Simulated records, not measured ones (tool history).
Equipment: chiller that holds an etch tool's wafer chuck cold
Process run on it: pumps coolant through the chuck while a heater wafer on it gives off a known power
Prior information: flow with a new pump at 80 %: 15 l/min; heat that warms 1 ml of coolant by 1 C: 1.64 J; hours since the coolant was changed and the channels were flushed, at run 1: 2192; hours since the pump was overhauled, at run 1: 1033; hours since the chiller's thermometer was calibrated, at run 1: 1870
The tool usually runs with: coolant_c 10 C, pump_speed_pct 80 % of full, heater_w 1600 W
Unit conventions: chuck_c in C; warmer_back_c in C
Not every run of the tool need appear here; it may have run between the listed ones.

| run | hour | coolant_c | pump_speed_pct | heater_w | hours since the coolant was changed and the channels were flushed | hours since the pump was overhauled | hours since the chiller's thermometer was calibrated | chuck_c | warmer_back_c |
|---|---|---|---|---|---|---|---|---|---|
| 1 | 0 | 10 | 80 | 1600 | 2192 | 1033 | 1870 | 20.8 | 3.9 |
| 2 | 27.2 | 10 | 80 | 1600 | 2219 | 1060 | 1897 | 20.6 | 3.9 |
| 3 | 57.3 | 10 | 80 | 1887 | 2250 | 1090 | 1927 | 22.7 | 4.67 |
| 4 | 81.3 | 7 | 80 | 1887 | 2273 | 1114 | 1951 | 19.5 | 4.71 |
| 5 | 108.4 | 7 | 92 | 1887 | 2301 | 1141 | 1978 | 18.4 | 4.04 |
| 6 | 137.4 | 7 | 92 | 1887 | 2330 | 1170 | 2007 | 18.7 | 4.05 |
| 7 | 155.3 | 11 | 90 | 1202 | 2348 | 1188 | 2025 | 18.5 | 2.66 |
| 8 | 173.3 | 10 | 81 | 821 | 2366 | 1206 | 2043 | 15.6 | 2.08 |
| 9 | 201.9 | 2 | 100 | 2127 | 2394 | 1235 | 2072 | 14.5 | 4.23 |
| 10 | 214.4 | 10 | 80 | 1722 | 2407 | 1247 | 2084 | 21.5 | 4.32 |

Branching from run 10: 3 alternative next runs. What would each branch give?
| A | 229.2 | 4 | 85 | 887 | 2421 | 1262 | 2099 | ? | ? |
| B | 229.2 | 16 | 80 | 1382 | 2421 | 1262 | 2099 | ? | ? |
| C | 229.2 | 7 | 66 | 1361 | 2421 | 1262 | 2099 | ? | ? |

| run | chuck_c | warmer_back_c |
|---|---|---|
| A | 9.7 | 2.12 |
| B | 25.2 | 3.5 |
| C | 17 | 4.13 |
Had the tool no hidden state, the same runs would have come out as:
| run | chuck_c | warmer_back_c |
|---|---|---|
| A | 9.7 | 1.99 |
| B | 25.2 | 3.37 |
| C | 17 | 4 |

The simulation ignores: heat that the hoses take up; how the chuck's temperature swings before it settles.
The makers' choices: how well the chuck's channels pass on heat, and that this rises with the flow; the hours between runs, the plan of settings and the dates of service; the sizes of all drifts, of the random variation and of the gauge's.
